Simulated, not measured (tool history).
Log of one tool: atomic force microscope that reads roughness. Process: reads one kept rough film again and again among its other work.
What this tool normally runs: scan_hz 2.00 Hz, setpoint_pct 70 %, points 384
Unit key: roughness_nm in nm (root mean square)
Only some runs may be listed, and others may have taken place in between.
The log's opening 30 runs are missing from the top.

run,hour,scan_hz,setpoint_pct,points,pictures with this tip,hours of work since the height scale was calibrated,roughness_nm
31,494.6,2.58,83,501,187,599,4.210
32,511.0,2.00,84,384,215,608,4.298
33,525.7,1.40,77,719,240,616,4.680
34,540.3,0.76,70,262,265,624,4.867
35,562.0,2.35,57,635,301,635,4.745
# hour 568.6: new tip fitted
36,585.1,1.29,79,417,28,647,5.137
37,608.6,2.86,66,272,67,660,4.984
38,622.8,0.70,66,272,91,668,5.328
39,639.6,1.53,70,384,119,677,5.024
40,651.7,0.53,78,384,140,683,5.142
41,664.8,0.76,58,863,162,690,5.186
42,682.4,0.76,58,863,192,700,5.136
43,703.5,2.22,63,592,227,711,4.798
44,719.1,1.48,84,260,254,720,4.398
45,739.5,2.41,77,481,288,731,4.222
# hour 753.4: new tip fitted
46,764.2,0.60,74,384,18,744,5.519
47,776.0,1.16,57,712,38,750,5.526
48,792.8,3.97,77,343,67,759,4.294

Run 49, settings as shown, results not yet in. Your forecast:
49,809.9,3.97,77,343,95,768,?

roughness_nm: 4.269 nm (root mean square)
Without the tool's hidden state the same run would have given roughness_nm 4.439 nm (root mean square).
